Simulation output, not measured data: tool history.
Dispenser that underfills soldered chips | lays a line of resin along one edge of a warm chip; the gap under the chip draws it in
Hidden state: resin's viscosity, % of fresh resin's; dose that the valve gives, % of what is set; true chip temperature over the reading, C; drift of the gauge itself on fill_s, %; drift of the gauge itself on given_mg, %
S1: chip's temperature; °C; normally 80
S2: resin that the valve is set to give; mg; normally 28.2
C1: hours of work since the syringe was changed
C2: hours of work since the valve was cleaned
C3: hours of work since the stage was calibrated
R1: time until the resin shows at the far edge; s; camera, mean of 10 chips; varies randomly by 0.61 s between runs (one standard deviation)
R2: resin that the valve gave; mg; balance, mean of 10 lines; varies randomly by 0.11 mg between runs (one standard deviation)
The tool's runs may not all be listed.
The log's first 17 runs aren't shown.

run   hour  S1    S2  C1   C2   C3    R1     R2
      74.4  -- new syringe of resin
 18     78  80  26.9   2   86   59  61.2  25.29
 19     81  80  26.9   4   88   61  69.9  25.35
      86.6  -- new syringe of resin
 20   86.8  80  26.9   0   91   64  54.8   25.2
 21   92.3  80  26.9   3   95   67  66.1  25.31
 22   95.5  79  24.8   5   97   69  80.1  23.18
      98.9  -- new syringe of resin
 23    102  88  28.5   2  100   73  46.6   26.6
 24  108.2  93  28.9   6  104   77  49.3  26.77
     110.8  -- new syringe of resin
 25    113  74  28.5   1  107   80  70.4  26.31
 26  117.2  80  24.6   4  110   82  67.9  22.64
 27  120.2  80  24.6   6  111   84  76.7  22.73
     123.1  -- new syringe of resin
 28    125  77  24.4   1  114   87  63.7  22.47
 29  129.3  79  28.5   4  117   89  67.6  26.08
     134.3  -- dispensing valve cleaned and set on the balance
 30  134.4  79  28.5   6    0   92  78.7   28.7
     136.3  -- new syringe of resin
 31  138.1  89  29.2   1    2   94  41.5  29.28
 32  140.9  78  36.2   3    4   96  64.7  36.06
 33  144.8  78  29.8   5    6   98  76.7   29.7
     148.5  -- new syringe of resin
 34  151.3  78  29.8   2   10  102  61.9  29.76
 35  156.3  73  30.4   5   13  105  88.6  30.11
     160.4  -- new syringe of resin
 36  160.5  76  24.8   0   15  107  62.7  24.48
 37  163.6  76  24.8   2   17  109  69.5  24.44

Branching from run 37: 3 alternative next runs. What would each branch give?
  A  168.7  75  28.2   5  20  112   ?   ?
  B  168.7  77  26.6   5  20  112   ?   ?
  C  168.7  76  34.6   5  20  112   ?   ?

run    R1     R2
  A  87.1  27.78
  B  81.9  26.16
  C    80  34.13
Without the tool's hidden state the same runs would have given:
run    R1     R2
  A  63.8  28.19
  B    60  26.55
  C  58.5  34.63
